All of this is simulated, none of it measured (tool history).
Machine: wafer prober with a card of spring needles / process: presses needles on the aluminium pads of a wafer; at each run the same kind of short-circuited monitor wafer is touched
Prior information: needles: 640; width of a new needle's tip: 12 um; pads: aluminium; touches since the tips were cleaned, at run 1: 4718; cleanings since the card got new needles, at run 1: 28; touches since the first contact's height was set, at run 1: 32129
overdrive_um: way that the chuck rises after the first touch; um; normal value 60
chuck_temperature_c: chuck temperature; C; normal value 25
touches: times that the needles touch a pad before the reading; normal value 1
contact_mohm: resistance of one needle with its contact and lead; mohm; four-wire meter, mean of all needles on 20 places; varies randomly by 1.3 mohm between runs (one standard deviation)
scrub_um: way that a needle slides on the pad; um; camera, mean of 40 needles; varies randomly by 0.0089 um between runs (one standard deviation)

run	hour	overdrive_um	chuck_temperature_c	touches	touches since the tips were cleaned	cleanings since the card got new needles	touches since the first contact's height was set	contact_mohm	scrub_um
1	0.0	60	25	1	4718	28	32129	120	9.708
# hour 0.9: tips cleaned on abrasive film
2	6.8	60	25	1	3028	29	35538	115	9.691
# hour 11.0: tips cleaned on abrasive film
3	15.2	60	25	1	2122	30	39708	113	9.659
# hour 21.7: tips cleaned on abrasive film
4	24.5	60	25	1	1417	31	44380	111	9.646
# hour 31.9: tips cleaned on abrasive film
5	33.6	60	25	1	870	32	48906	109	9.638
6	41.7	60	25	1	4982	32	53018	120	9.624
# hour 42.3: tips cleaned on abrasive film
7	48.5	60	25	1	3139	33	56400	116	9.619
# hour 52.6: tips cleaned on abrasive film
8	57.6	60	25	2	2546	34	60968	110	9.609
# hour 63.3: tips cleaned on abrasive film
9	66.6	60	25	2	1698	35	65475	108	9.593
# hour 69.5: height of the first contact set anew
# hour 73.8: tips cleaned on abrasive film
10	77.6	60	90	1	1972	36	4082	119	9.749
11	82.7	60	90	1	4529	36	6639	124	9.751
# hour 84.3: tips cleaned on abrasive film
12	89.4	60	25	1	2603	37	9987	113	9.751
# hour 94.8: tips cleaned on abrasive film
13	98.6	60	25	1	1926	38	14557	112	9.733
# hour 105.6: tips cleaned on abrasive film
14	106.0	60	53	1	205	39	18284	107	9.716
15	112.8	60	53	1	3636	39	21715	118	9.718
# hour 115.8: tips cleaned on abrasive film
16	121.9	60	53	1	3077	40	26271	117	9.704
# hour 126.2: tips cleaned on abrasive film
17	132.8	60	77	2	3336	41	31713	117	9.671
# hour 136.4: tips cleaned on abrasive film
18	141.4	57	91	2	2505	42	35995	117	9.191
# hour 146.8: tips cleaned on abrasive film
19	147.1	57	91	2	149	43	38846	112	9.187
20	152.6	47	28	1	2924	43	41621	124	7.542
# hour 156.8: tips cleaned on abrasive film
21	157.4	60	25	1	316	44	44033	105	9.636
# hour 167.5: tips cleaned on abrasive film
22	168.2	60	25	1	331	45	49420	104	9.616
# hour 178.0: tips cleaned on abrasive film
23	179.3	60	38	2	649	46	54976	106	9.615
# hour 188.1: tips cleaned on abrasive film
24	188.1	60	38	2	0	47	59378	104	9.600
25	195.3	63	25	1	3631	47	63009	114	10.075
# hour 198.3: tips cleaned on abrasive film
26	202.1	43	117	2	1921	48	66424	127	6.816
# hour 203.7: height of the first contact set anew
# hour 208.8: tips cleaned on abrasive film
27	210.3	43	117	2	718	49	3269	121	6.991
28	216.9	60	27	2	4089	49	6640	113	9.766
# hour 219.4: tips cleaned on abrasive film
29	225.0	60	27	2	2836	50	10686	110	9.734
# hour 229.6: tips cleaned on abrasive film
30	236.1	60	27	2	3270	51	16227	110	9.728

Difference, measured minus no-hidden-state, one row per run. Run-to-run variation is common to both terms; the gauge's own scatter need not be:
The hidden state here: debris on the tips, nm; way that the needles fall short of the set height, um; tips' diameter, um; drift of the gauge itself on contact_mohm, %; drift of the gauge itself on scrub_um, %.
run	contact_mohm	scrub_um
1	+17	-0.074
2	+14	-0.091
3	+10	-0.109
4	+8	-0.129
5	+6	-0.145
6	+18	-0.145
7	+14	-0.156
8	+7	-0.172
9	+7	-0.187
10	+9	-0.018
11	+14	-0.019
12	+12	-0.031
13	+11	-0.045
14	+3	-0.058
15	+13	-0.058
16	+13	-0.069
17	+8	-0.087
18	+7	-0.101
19	+1	-0.114
20	+20	-0.114
21	+4	-0.131
22	+4	-0.150
23	+4	-0.166
24	+1	-0.181
25	+14	-0.180
26	+10	-0.192
27	+5	-0.012
28	+10	-0.013
29	+8	-0.031
30	+9	-0.045
